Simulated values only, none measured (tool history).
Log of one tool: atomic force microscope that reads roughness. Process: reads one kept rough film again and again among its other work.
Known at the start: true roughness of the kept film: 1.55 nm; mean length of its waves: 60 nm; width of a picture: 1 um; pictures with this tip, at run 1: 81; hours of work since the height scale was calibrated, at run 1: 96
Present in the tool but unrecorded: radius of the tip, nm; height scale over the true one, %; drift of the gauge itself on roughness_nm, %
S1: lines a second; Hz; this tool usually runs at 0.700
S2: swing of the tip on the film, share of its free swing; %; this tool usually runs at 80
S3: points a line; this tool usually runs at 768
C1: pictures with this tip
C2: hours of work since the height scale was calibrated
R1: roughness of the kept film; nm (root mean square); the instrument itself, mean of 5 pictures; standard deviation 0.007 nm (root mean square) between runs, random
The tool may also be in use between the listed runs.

| run | hour | S1 | S2 | S3 | C1 | C2 | R1 |
|---|---|---|---|---|---|---|---|
| 1 | 0.0 | 0.700 | 80 | 768 | 81 | 96 | 1.433 |
| 2 | 7.6 | 0.700 | 80 | 435 | 88 | 99 | 1.428 |
| 3 | 15.0 | 0.700 | 80 | 269 | 95 | 102 | 1.425 |
| 4 | 21.6 | 0.700 | 80 | 768 | 101 | 105 | 1.412 |
|  | 23.4 | height scale calibrated on a step standard |
| 5 | 29.0 | 1.180 | 80 | 768 | 107 | 2 | 1.377 |
| 6 | 34.5 | 2.159 | 82 | 504 | 112 | 5 | 1.258 |
| 7 | 43.3 | 2.159 | 82 | 504 | 120 | 8 | 1.256 |
| 8 | 56.0 | 0.700 | 87 | 794 | 132 | 14 | 1.378 |
| 9 | 65.5 | 0.592 | 80 | 263 | 141 | 17 | 1.415 |
|  | 67.6 | height scale calibrated on a step standard, once more |
| 10 | 74.9 | 3.050 | 69 | 768 | 149 | 3 | 1.324 |

Results for each run, recomputed without the tool's hidden state and with each run's random variation untouched:
| run | R1 |
|---|---|
| 1 | 1.453 |
| 2 | 1.449 |
| 3 | 1.447 |
| 4 | 1.435 |
| 5 | 1.401 |
| 6 | 1.281 |
| 7 | 1.280 |
| 8 | 1.407 |
| 9 | 1.447 |
| 10 | 1.354 |
